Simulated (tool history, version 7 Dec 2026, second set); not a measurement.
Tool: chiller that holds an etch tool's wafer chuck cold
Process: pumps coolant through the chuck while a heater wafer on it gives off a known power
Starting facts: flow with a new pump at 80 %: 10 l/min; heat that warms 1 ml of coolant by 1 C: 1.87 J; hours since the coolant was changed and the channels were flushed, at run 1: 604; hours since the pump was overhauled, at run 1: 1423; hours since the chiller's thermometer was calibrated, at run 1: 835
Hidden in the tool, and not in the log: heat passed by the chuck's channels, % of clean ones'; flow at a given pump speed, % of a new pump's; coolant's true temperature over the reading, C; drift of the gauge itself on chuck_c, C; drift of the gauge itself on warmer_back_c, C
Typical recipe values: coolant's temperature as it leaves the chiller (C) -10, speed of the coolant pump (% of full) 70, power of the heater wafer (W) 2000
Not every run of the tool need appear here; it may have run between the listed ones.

| run | hour | coolant's temperature as it leaves the chiller (C) | speed of the coolant pump (% of full) | power of the heater wafer (W) | hours since the coolant was changed and the channels were flushed | hours since the pump was overhauled | hours since the chiller's thermometer was calibrated | chuck's temperature once it has settled (C) | how much warmer the coolant comes back (C) |
|---|---|---|---|---|---|---|---|---|---|
| 1 | 0.0 | -10 | 70 | 2000 | 604 | 1423 | 835 | 5.0 | 7.21 |
| 2 | 33.2 | -10 | 70 | 2000 | 637 | 1457 | 868 | 4.8 | 7.35 |
| 3 | 59.2 | -2 | 70 | 2000 | 663 | 1483 | 894 | 13.0 | 7.38 |
| 4 | 108.0 | -2 | 70 | 2000 | 711 | 1531 | 943 | 12.8 | 7.40 |
| 5 | 147.0 | -2 | 70 | 2744 | 750 | 1570 | 982 | 18.6 | 10.15 |
| 6 | 181.7 | -7 | 70 | 2000 | 785 | 1605 | 1017 | 7.9 | 7.50 |
| 7 | 216.3 | -7 | 70 | 2000 | 820 | 1640 | 1051 | 7.7 | 7.45 |
| 8 | 237.2 | -10 | 70 | 2000 | 841 | 1661 | 1072 | 4.8 | 7.51 |
| 9 | 272.0 | -10 | 70 | 2000 | 875 | 1695 | 1107 | 4.9 | 7.45 |
| 10 | 303.9 | -10 | 70 | 1925 | 907 | 1727 | 1139 | 4.2 | 7.21 |
| 11 | 346.7 | -10 | 65 | 2000 | 950 | 1770 | 1182 | 5.7 | 8.08 |
| 12 | 393.6 | -10 | 88 | 2000 | 997 | 1817 | 1229 | 2.7 | 6.04 |
| 13 | 420.3 | -10 | 88 | 2000 | 1024 | 1844 | 1255 | 2.6 | 6.15 |
| 14 | 452.2 | -11 | 71 | 2000 | 1056 | 1876 | 1287 | 3.7 | 7.48 |
| 15 | 477.7 | -11 | 71 | 2000 | 1081 | 1901 | 1313 | 3.9 | 7.56 |
| 16 | 525.2 | -11 | 71 | 2000 | 1129 | 1949 | 1360 | 3.7 | 7.56 |
| 17 | 559.7 | -11 | 71 | 2000 | 1163 | 1983 | 1395 | 3.7 | 7.60 |
| 18 | 602.4 | -2 | 62 | 2855 | 1206 | 2026 | 1437 | 21.2 | 12.20 |
| 19 | 632.4 | -10 | 62 | 1020 | 1236 | 2056 | 1467 | -1.8 | 4.61 |
|  | 645.9 | gauge calibrated |
| 20 | 666.2 | -17 | 89 | 2000 | 1270 | 2090 | 1501 | -4.6 | 5.78 |
| 21 | 701.7 | -13 | 64 | 2578 | 1305 | 2125 | 1537 | 7.6 | 10.35 |
| 22 | 736.1 | -13 | 64 | 2578 | 1340 | 2160 | 1571 | 7.6 | 10.37 |
| 23 | 762.0 | -13 | 64 | 2578 | 1365 | 2185 | 1597 | 7.4 | 10.33 |
| 24 | 789.0 | -15 | 64 | 2000 | 1393 | 2212 | 1624 | 0.9 | 8.13 |

Consider 4 possible next runs. They are alternatives, not a sequence: every one starts from the tool as it was left by run 24. What does each give?
| A | 831.1 | -15 | 64 | 1407 | 1435 | 2254 | 1666 | ? | ? |
| B | 831.1 | -5 | 70 | 2070 | 1435 | 2254 | 1666 | ? | ? |
| C | 831.1 | -10 | 80 | 1178 | 1435 | 2254 | 1666 | ? | ? |
| D | 831.1 | -4 | 75 | 2000 | 1435 | 2254 | 1666 | ? | ? |

| run | chuck's temperature once it has settled (C) | how much warmer the coolant comes back (C) |
|---|---|---|
| A | -3.8 | 5.80 |
| B | 10.5 | 7.57 |
| C | -2.0 | 3.92 |
| D | 10.3 | 6.99 |
Take away the tool's hidden state, keep each run's random variation, and the runs would have read:
| run | chuck's temperature once it has settled (C) | how much warmer the coolant comes back (C) |
|---|---|---|
| A | -3.8 | 5.67 |
| B | 10.5 | 7.45 |
| C | -2.0 | 3.79 |
| D | 10.3 | 6.86 |
